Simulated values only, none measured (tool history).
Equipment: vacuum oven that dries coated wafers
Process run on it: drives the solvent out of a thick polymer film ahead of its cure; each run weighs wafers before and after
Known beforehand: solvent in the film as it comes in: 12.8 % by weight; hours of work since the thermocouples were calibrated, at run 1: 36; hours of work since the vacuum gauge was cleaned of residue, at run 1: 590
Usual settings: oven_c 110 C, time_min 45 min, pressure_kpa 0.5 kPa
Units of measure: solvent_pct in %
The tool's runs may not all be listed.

run	hour	oven_c	time_min	pressure_kpa	hours of work since the thermocouples were calibrated	hours of work since the vacuum gauge was cleaned of residue	solvent_pct
1	0	110	45	0.5	36	590	1.93
2	13.3	110	45	0.408	46	599	1.89
3	35.7	121	45	0.5	62	615	0.65
4	58.3	110	45	0.258	78	632	1.85
5	80.8	110	78	0.5	94	648	0.85
6	93.1	110	78	0.5	103	657	0.8
7	109.9	110	45	0.5	115	669	1.97
8	129.4	110	45	0.5	129	683	1.89
9	149.7	110	45	0.5	144	697	2
10	166.5	96	45	0.5	156	709	5.04
11	180.9	96	45	0.5	166	720	4.93
12	198.5	96	45	0.5	179	732	5.08
13	216.3	96	45	0.5	192	745	5.02
14	237.3	96	45	0.5	207	760	5.04
15	253.2	110	45	0.5	218	772	1.99
16	262.7	110	68	0.5	225	778	1.04
17	279.6	110	60	0.5	237	791	1.27
18	300.9	110	60	0.5	252	806	1.35
19	323.3	110	45	0.384	268	822	2.04
20	338.5	110	31	0.384	279	833	3.2
21	350.7	110	45	0.722	288	842	2.13
22	360.5	110	45	0.5	295	849	2.07
23	378.7	110	45	0.5	308	862	1.97
24	396.5	96	70	0.381	321	874	3.44
25	409.7	96	70	0.381	330	884	3.42
26	421.6	96	70	0.381	339	892	3.5
27	435.1	107	43	1.128	349	902	3.19
28	453.9	107	43	1.128	362	916	3.27
29	465.8	113	26	1.081	371	924	3.61
30	475.1	119	23	1.074	377	931	2.74
31	489.1	119	23	1.074	387	941	2.68
32	509.4	119	23	1.074	402	955	2.73
33	522.2	105	44	1.387	411	965	3.79
34	532.1	110	69	0.5	418	972	1.1
35	541.6	97	67	0.896	425	979	3.88
36	557.1	97	67	0.896	436	990	3.74
37	569.7	97	67	0.896	445	999	3.81
38	585.6	117	55	0.299	457	1010	0.67
39	602.6	110	37	0.5	469	1022	2.76
40	624	110	37	0.5	484	1038	2.64
41	642.6	110	45	1.893	498	1051	3.06
42	662.5	110	68	1.893	512	1065	2.12
43	677.9	101	31	1.12	523	1076	5.88
44	699.4	113	73	1.53	538	1092	1.48

Table of differences, measured result less the result of that run with no hidden state. Run-to-run variation is the same in both. Gauge scatter possibly is not:
Hidden state at play: true wafer temperature over the reading, C; true pressure over the reading, kPa; drift of the gauge itself on solvent_pct, %.
run	solvent_pct
1	+0.1
2	+0.1
3	+0.07
4	+0.12
5	+0.12
6	+0.11
7	+0.14
8	+0.15
9	+0.16
10	+0.2
11	+0.21
12	+0.22
13	+0.23
14	+0.23
15	+0.19
16	+0.17
17	+0.19
18	+0.19
19	+0.22
20	+0.24
21	+0.23
22	+0.23
23	+0.24
24	+0.34
25	+0.34
26	+0.36
27	+0.29
28	+0.3
29	+0.28
30	+0.25
31	+0.25
32	+0.26
33	+0.34
34	+0.24
35	+0.4
36	+0.4
37	+0.42
38	+0.19
39	+0.33
40	+0.35
41	+0.35
42	+0.3
43	+0.41
44	+0.26

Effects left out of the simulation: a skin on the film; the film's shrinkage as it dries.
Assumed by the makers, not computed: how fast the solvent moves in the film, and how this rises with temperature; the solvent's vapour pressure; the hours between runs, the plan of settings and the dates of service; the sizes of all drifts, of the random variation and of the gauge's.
